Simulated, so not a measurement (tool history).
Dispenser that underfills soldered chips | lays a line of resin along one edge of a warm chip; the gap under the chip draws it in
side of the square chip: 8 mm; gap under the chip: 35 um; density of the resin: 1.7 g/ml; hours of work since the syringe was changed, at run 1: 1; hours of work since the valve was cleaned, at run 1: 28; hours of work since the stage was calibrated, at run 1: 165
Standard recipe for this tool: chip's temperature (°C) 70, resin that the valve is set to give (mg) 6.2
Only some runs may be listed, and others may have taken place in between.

| run | hour | chip's temperature (°C) | resin that the valve is set to give (mg) | hours of work since the syringe was changed | hours of work since the valve was cleaned | hours of work since the stage was calibrated | time until the resin shows at the far edge (s) | resin that the valve gave (mg) |
|---|---|---|---|---|---|---|---|---|
| 1 | 0 | 70 | 6.2 | 1 | 28 | 165 | 92.2 | 6.12 |
| 2 | 3.2 | 70 | 6.2 | 3 | 31 | 168 | 117.2 | 6.11 |
| 3 | 6.2 | 70 | 6.2 | 6 | 33 | 170 | 146.6 | 6.12 |
| 4 | 10.7 | 70 | 6.2 | 9 | 37 | 174 | 198.6 | 6.15 |
|  | 11.7 | new syringe of resin |
| 5 | 14.4 | 70 | 6.2 | 2 | 39 | 177 | 102.5 | 6.11 |
| 6 | 19.3 | 70 | 5.51 | 6 | 43 | 180 | 149.4 | 5.42 |
| 7 | 22.9 | 70 | 5.51 | 9 | 46 | 183 | 194.5 | 5.4 |
|  | 24.7 | new syringe of resin |
| 8 | 28.3 | 70 | 5.51 | 3 | 50 | 187 | 111.7 | 5.41 |
| 9 | 30.7 | 70 | 5.51 | 5 | 52 | 189 | 133.5 | 5.41 |
|  | 32.4 | dispensing valve cleaned and set on the balance |
| 10 | 36.9 | 70 | 6.2 | 9 | 4 | 193 | 192.6 | 6.22 |
|  | 38.6 | new syringe of resin |
| 11 | 40.5 | 70 | 5.56 | 2 | 6 | 196 | 98.5 | 5.53 |
| 12 | 45.6 | 70 | 5.56 | 6 | 10 | 200 | 139.3 | 5.53 |
| 13 | 49.5 | 70 | 6.2 | 9 | 13 | 203 | 182.6 | 6.18 |
|  | 51.7 | new syringe of resin |
| 14 | 53.9 | 70 | 6.2 | 2 | 17 | 207 | 96.6 | 6.16 |
| 15 | 57.3 | 70 | 5.98 | 4 | 19 | 209 | 123.3 | 5.91 |
| 16 | 59.5 | 81 | 5.86 | 6 | 21 | 211 | 85.6 | 5.81 |
| 17 | 63.9 | 83 | 6.14 | 10 | 25 | 215 | 106.9 | 6.07 |
|  | 64.7 | new syringe of resin |
| 18 | 69.2 | 77 | 6.87 | 4 | 29 | 219 | 85.2 | 6.76 |
| 19 | 73.2 | 57 | 7.8 | 7 | 32 | 222 | 294.1 | 7.73 |
| 20 | 75.6 | 59 | 7.23 | 9 | 34 | 224 | 314.5 | 7.14 |
|  | 77.7 | new syringe of resin |
| 21 | 78.3 | 59 | 7.23 | 1 | 36 | 226 | 143 | 7.11 |
| 22 | 80.8 | 59 | 7.23 | 2 | 38 | 227 | 174.1 | 7.1 |
| 23 | 85.5 | 59 | 7.23 | 6 | 41 | 231 | 239.9 | 7.15 |

What does the tool deliver on the next run?
| 24 | 87.9 | 82 | 7.49 | 8 | 43 | 233 | ? | ? |

{"run 24": {"time until the resin shows at the far edge (s)": 95.5, "resin that the valve gave (mg)": 7.32}}
The same run, on a tool lacking any hidden state, would have yielded time until the resin shows at the far edge (s) 50.5, resin that the valve gave (mg) 7.46.

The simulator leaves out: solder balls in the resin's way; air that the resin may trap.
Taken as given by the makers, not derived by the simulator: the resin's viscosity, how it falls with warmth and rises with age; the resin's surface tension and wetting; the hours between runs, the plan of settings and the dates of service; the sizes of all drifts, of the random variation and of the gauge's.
